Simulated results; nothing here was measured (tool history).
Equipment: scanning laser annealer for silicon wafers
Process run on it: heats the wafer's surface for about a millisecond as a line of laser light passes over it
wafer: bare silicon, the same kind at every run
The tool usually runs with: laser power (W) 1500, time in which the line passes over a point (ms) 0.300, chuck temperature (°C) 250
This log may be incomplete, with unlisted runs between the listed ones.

run	hour	laser power (W)	time in which the line passes over a point (ms)	chuck temperature (°C)	highest temperature of the surface (°C)
1	0.0	1500	0.300	250	999
2	19.5	1500	0.300	250	998
3	31.7	1500	0.300	250	998
4	49.2	1500	0.253	250	944
5	60.2	1500	0.300	250	997
6	80.2	1500	0.300	250	996
# hour 84.3: laser's power meter calibrated
7	98.5	1500	0.300	250	994
8	118.0	1500	0.300	250	995
9	129.3	1500	0.300	250	996
# hour 146.4: laser's power meter calibrated, once more
10	150.6	1500	0.300	250	993
11	175.3	1500	0.300	219	962
12	194.1	1500	0.300	219	961
13	207.2	1500	0.300	219	960
14	228.6	1493	0.300	250	989
15	240.1	1280	0.303	250	883
16	259.5	1529	0.235	226	908
17	272.9	1529	0.370	226	1049
18	286.7	1633	0.370	243	1126
19	308.9	1446	0.238	250	894
20	321.4	1446	0.367	252	1026
21	345.1	1378	0.300	250	927

Below are 4 alternative next runs, each starting from the tool's condition after run 21. Predict each:
A	359.5	1400	0.380	234	?
B	359.5	1283	0.265	245	?
C	359.5	1465	0.343	233	?
D	359.5	1500	0.345	250	?

run	highest temperature of the surface (°C)
A	994
B	837
C	994
D	1032
Had the tool no hidden state, the same runs would have come out as:
run	highest temperature of the surface (°C)
A	1023
B	860
C	1024
D	1063

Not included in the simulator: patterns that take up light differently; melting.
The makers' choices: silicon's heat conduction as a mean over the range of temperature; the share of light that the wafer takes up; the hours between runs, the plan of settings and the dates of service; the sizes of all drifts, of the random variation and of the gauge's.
